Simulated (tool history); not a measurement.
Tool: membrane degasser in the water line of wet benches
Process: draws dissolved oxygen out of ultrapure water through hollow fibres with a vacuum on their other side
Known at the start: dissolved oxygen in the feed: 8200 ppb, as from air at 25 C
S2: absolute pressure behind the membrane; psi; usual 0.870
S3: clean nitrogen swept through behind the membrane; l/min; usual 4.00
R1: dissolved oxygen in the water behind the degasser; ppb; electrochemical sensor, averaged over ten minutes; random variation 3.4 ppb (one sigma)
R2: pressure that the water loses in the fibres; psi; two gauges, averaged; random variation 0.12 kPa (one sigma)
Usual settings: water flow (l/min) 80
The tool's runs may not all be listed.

run 1 hour=0.0 | water_flow_(l/min)=80 S2=0.870 S3=4.00 | R1=343.1 R2=4.444
run 2 hour=154.0 | water_flow_(l/min)=80 S2=0.870 S3=4.00 | R1=342.5 R2=4.441
run 3 hour=288.2 | water_flow_(l/min)=80 S2=0.870 S3=4.00 | R1=342.1 R2=4.419
run 4 hour=402.5 | water_flow_(l/min)=80 S2=0.870 S3=4.00 | R1=341.3 R2=4.434
run 5 hour=562.3 | water_flow_(l/min)=80 S2=0.870 S3=4.00 | R1=341.0 R2=4.448
run 6 hour=728.5 | water_flow_(l/min)=80 S2=0.870 S3=4.00 | R1=336.5 R2=4.432
run 7 hour=858.6 | water_flow_(l/min)=80 S2=0.870 S3=4.00 | R1=342.1 R2=4.421
run 8 hour=933.8 | water_flow_(l/min)=80 S2=0.725 S3=4.00 | R1=296.9 R2=4.434
run 9 hour=1034.3 | water_flow_(l/min)=80 S2=0.870 S3=4.00 | R1=341.5 R2=4.425
run 10 hour=1149.3 | water_flow_(l/min)=80 S2=0.851 S3=4.00 | R1=340.8 R2=4.457
run 11 hour=1253.5 | water_flow_(l/min)=80 S2=0.870 S3=4.00 | R1=341.4 R2=4.408
run 12 hour=1328.8 | water_flow_(l/min)=80 S2=0.870 S3=4.00 | R1=338.5 R2=4.424
run 13 hour=1479.9 | water_flow_(l/min)=80 S2=0.870 S3=4.00 | R1=342.7 R2=4.443
run 14 hour=1640.7 | water_flow_(l/min)=80 S2=0.870 S3=4.00 | R1=342.9 R2=4.415
run 15 hour=1789.5 | water_flow_(l/min)=80 S2=0.702 S3=4.00 | R1=295.4 R2=4.422
run 16 hour=1930.2 | water_flow_(l/min)=80 S2=0.870 S3=4.00 | R1=346.2 R2=4.435
run 17 hour=2086.4 | water_flow_(l/min)=80 S2=1.975 S3=4.00 | R1=627.1 R2=4.445
run 18 hour=2197.3 | water_flow_(l/min)=80 S2=1.975 S3=4.00 | R1=638.1 R2=4.396
run 19 hour=2280.8 | water_flow_(l/min)=80 S2=1.975 S3=4.00 | R1=633.4 R2=4.419
run 20 hour=2366.8 | water_flow_(l/min)=67 S2=0.870 S3=6.96 | R1=227.2 R2=3.710
run 21 hour=2450.0 | water_flow_(l/min)=78 S2=0.870 S3=7.46 | R1=277.8 R2=4.335
run 22 hour=2552.0 | water_flow_(l/min)=63 S2=0.870 S3=4.00 | R1=245.6 R2=3.510
run 23 hour=2705.0 | water_flow_(l/min)=80 S2=0.870 S3=7.07 | R1=290.2 R2=4.453
run 24 hour=2835.7 | water_flow_(l/min)=80 S2=0.870 S3=7.07 | R1=291.2 R2=4.425
run 25 hour=2981.8 | water_flow_(l/min)=72 S2=1.417 S3=3.54 | R1=464.7 R2=3.994
run 26 hour=3153.3 | water_flow_(l/min)=60 S2=1.276 S3=5.51 | R1=268.0 R2=3.337
run 27 hour=3293.9 | water_flow_(l/min)=55 S2=0.889 S3=10.96 | R1=152.5 R2=3.073

Run 28 comes next. What will it give?
run 28 hour=3462.4 | water_flow_(l/min)=73 S2=1.816 S3=4.00 | R1=? R2=?

{"run 28": {"R1": 548.2, "R2": 4.044}}
Without the tool's hidden state the same run would have given R1 547.2 ppb, R2 4.041 psi.
